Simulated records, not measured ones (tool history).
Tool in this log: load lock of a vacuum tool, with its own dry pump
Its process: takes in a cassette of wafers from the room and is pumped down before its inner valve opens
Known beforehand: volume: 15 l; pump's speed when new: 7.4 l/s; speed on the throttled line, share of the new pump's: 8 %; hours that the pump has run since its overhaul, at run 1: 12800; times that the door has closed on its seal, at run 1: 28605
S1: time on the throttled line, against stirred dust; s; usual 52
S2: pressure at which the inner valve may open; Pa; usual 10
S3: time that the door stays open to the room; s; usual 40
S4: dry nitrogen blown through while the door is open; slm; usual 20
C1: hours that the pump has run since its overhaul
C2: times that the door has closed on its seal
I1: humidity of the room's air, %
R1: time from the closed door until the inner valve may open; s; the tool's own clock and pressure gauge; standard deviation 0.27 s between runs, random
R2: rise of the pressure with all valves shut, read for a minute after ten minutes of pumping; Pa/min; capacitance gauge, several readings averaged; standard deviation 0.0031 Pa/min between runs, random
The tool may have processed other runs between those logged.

run 1 hour=0.0 | S1=52 S2=10 S3=40 S4=20 | C1=12800 C2=28605 | I1=44.4 | R1=69.5 R2=0.260
run 2 hour=443.6 | S1=52 S2=10 S3=40 S4=20 | C1=13243 C2=29230 | I1=43.6 | R1=69.0 R2=0.266
run 3 hour=823.4 | S1=52 S2=10 S3=40 S4=20 | C1=13623 C2=29765 | I1=46.6 | R1=69.6 R2=0.280
run 4 hour=1139.4 | S1=52 S2=9 S3=40 S4=20 | C1=13939 C2=30209 | I1=47.5 | R1=70.0 R2=0.282
-- hour=1174.5 door's seal changed, seat wiped
run 5 hour=1533.0 | S1=52 S2=10 S3=28 S4=20 | C1=14331 C2=504 | I1=45.9 | R1=69.1 R2=0.051
run 6 hour=1848.1 | S1=81 S2=10 S3=40 S4=20 | C1=14646 C2=948 | I1=45.3 | R1=95.4 R2=0.060
run 7 hour=2277.6 | S1=52 S2=10 S3=85 S4=20 | C1=15076 C2=1553 | I1=43.3 | R1=70.1 R2=0.075
run 8 hour=2570.3 | S1=52 S2=10 S3=85 S4=20 | C1=15369 C2=1965 | I1=46.0 | R1=70.4 R2=0.087
run 9 hour=2921.1 | S1=52 S2=10 S3=85 S4=20 | C1=15719 C2=2459 | I1=45.7 | R1=69.9 R2=0.090
run 10 hour=3253.9 | S1=52 S2=15 S3=40 S4=20 | C1=16052 C2=2927 | I1=43.8 | R1=69.2 R2=0.064
run 11 hour=3544.9 | S1=52 S2=10 S3=40 S4=20 | C1=16343 C2=3337 | I1=45.4 | R1=70.0 R2=0.071
run 12 hour=3831.1 | S1=52 S2=10 S3=40 S4=20 | C1=16629 C2=3740 | I1=44.8 | R1=70.0 R2=0.070
run 13 hour=4150.2 | S1=52 S2=10 S3=40 S4=20 | C1=16948 C2=4189 | I1=43.9 | R1=70.3 R2=0.070
run 14 hour=4536.9 | S1=52 S2=10 S3=40 S4=20 | C1=17335 C2=4734 | I1=44.9 | R1=71.1 R2=0.072
run 15 hour=5044.8 | S1=52 S2=10 S3=40 S4=20 | C1=17843 C2=5449 | I1=43.8 | R1=70.6 R2=0.082
run 16 hour=5465.4 | S1=52 S2=10 S3=40 S4=20 | C1=18264 C2=6041 | I1=45.4 | R1=70.3 R2=0.076
run 17 hour=5808.2 | S1=27 S2=16 S3=134 S4=19 | C1=18606 C2=6523 | I1=44.0 | R1=47.3 R2=0.116
run 18 hour=6051.9 | S1=27 S2=16 S3=134 S4=19 | C1=18850 C2=6866 | I1=40.8 | R1=47.5 R2=0.105
run 19 hour=6516.5 | S1=27 S2=16 S3=134 S4=19 | C1=19315 C2=7521 | I1=43.1 | R1=47.7 R2=0.114
run 20 hour=6860.6 | S1=34 S2=13 S3=75 S4=12 | C1=19659 C2=8005 | I1=47.7 | R1=54.2 R2=0.119
run 21 hour=7102.4 | S1=32 S2=10 S3=40 S4=20 | C1=19901 C2=8345 | I1=47.6 | R1=53.3 R2=0.095
run 22 hour=7496.8 | S1=55 S2=10 S3=40 S4=20 | C1=20295 C2=8901 | I1=45.1 | R1=73.7 R2=0.089
run 23 hour=7896.2 | S1=102 S2=10 S3=203 S4=20 | C1=20694 C2=9463 | I1=47.3 | R1=115.7 R2=0.141
-- hour=8127.3 dry pump taken out, an overhauled one fitted
run 24 hour=8311.3 | S1=71 S2=18 S3=230 S4=10 | C1=184 C2=10039 | I1=45.9 | R1=82.5 R2=0.181
run 25 hour=8528.4 | S1=71 S2=18 S3=230 S4=10 | C1=401 C2=10345 | I1=42.3 | R1=82.9 R2=0.172
run 26 hour=8841.4 | S1=55 S2=12 S3=174 S4=17 | C1=714 C2=10785 | I1=44.2 | R1=69.0 R2=0.145
run 27 hour=9079.2 | S1=36 S2=9 S3=32 S4=33 | C1=952 C2=11120 | I1=44.3 | R1=52.3 R2=0.090
run 28 hour=9311.9 | S1=52 S2=15 S3=35 S4=44 | C1=1185 C2=11448 | I1=43.9 | R1=65.9 R2=0.085
run 29 hour=9733.9 | S1=30 S2=15 S3=35 S4=44 | C1=1607 C2=12042 | I1=45.6 | R1=45.2 R2=0.090
run 30 hour=10078.9 | S1=30 S2=15 S3=35 S4=44 | C1=1952 C2=12528 | I1=48.0 | R1=45.9 R2=0.095
run 31 hour=10581.2 | S1=52 S2=8 S3=134 S4=20 | C1=2454 C2=13235 | I1=42.1 | R1=67.3 R2=0.143
run 32 hour=10946.9 | S1=52 S2=8 S3=134 S4=20 | C1=2820 C2=13750 | I1=43.4 | R1=67.0 R2=0.147

Branching from run 32: 3 alternative next runs. What would each branch give?
run A hour=11303.4 | S1=52 S2=8 S3=29 S4=5 | C1=3176 C2=14252 | I1=46.3 | R1=? R2=?
run B hour=11303.4 | S1=52 S2=8 S3=44 S4=20 | C1=3176 C2=14252 | I1=44.0 | R1=? R2=?
run C hour=11303.4 | S1=48 S2=10 S3=40 S4=20 | C1=3176 C2=14252 | I1=46.4 | R1=? R2=?

run=A R1=67.2 R2=0.146
run=B R1=67.7 R2=0.129
run=C R1=63.2 R2=0.128
Stripped of hidden state, with their random variation kept, the same runs would have yielded:
run=A R1=66.7 R2=0.076
run=B R1=67.2 R2=0.060
run=C R1=62.7 R2=0.060
